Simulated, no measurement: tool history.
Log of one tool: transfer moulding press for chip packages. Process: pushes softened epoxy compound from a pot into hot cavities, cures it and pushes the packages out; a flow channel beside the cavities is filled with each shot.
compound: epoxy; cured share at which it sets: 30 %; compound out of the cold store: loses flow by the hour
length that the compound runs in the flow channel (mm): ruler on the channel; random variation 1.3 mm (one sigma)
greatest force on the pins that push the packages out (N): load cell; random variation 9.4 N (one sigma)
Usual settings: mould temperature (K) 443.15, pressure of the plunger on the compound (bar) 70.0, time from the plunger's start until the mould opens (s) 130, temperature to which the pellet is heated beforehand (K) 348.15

| run | hour | mould temperature (K) | pressure of the plunger on the compound (bar) | time from the plunger's start until the mould opens (s) | temperature to which the pellet is heated beforehand (K) | incoming compound's hours out of the cold store | length that the compound runs in the flow channel (mm) | greatest force on the pins that push the packages out (N) |
|---|---|---|---|---|---|---|---|---|
| 1 | 0.0 | 443.15 | 70.0 | 130 | 348.15 | 28.9 | 791 | 591 |
|  | 10.5 | cavities cleaned with cleaning compound and waxed |
| 2 | 11.4 | 443.15 | 70.0 | 130 | 348.15 | 41.0 | 744 | 438 |
|  | 21.9 | plunger's sealing rings changed |
| 3 | 27.6 | 443.15 | 70.0 | 130 | 355.15 | 8.4 | 899 | 490 |
| 4 | 34.6 | 443.15 | 55.9 | 130 | 355.15 | 18.1 | 767 | 523 |
| 5 | 41.5 | 443.15 | 70.0 | 130 | 348.15 | 27.6 | 813 | 523 |
| 6 | 54.0 | 443.15 | 70.0 | 130 | 348.15 | 8.7 | 897 | 562 |
| 7 | 63.9 | 435.15 | 86.0 | 139 | 358.15 | 23.0 | 976 | 731 |

The next listed run, before its measurement:
| 8 | 72.3 | 435.15 | 87.0 | 165 | 345.15 | 43.4 | ? | ? |

length that the compound runs in the flow channel (mm): 883
greatest force on the pins that push the packages out (N): 597
Without the tool's hidden state the same run would have given length that the compound runs in the flow channel (mm) 885, greatest force on the pins that push the packages out (N) 445.
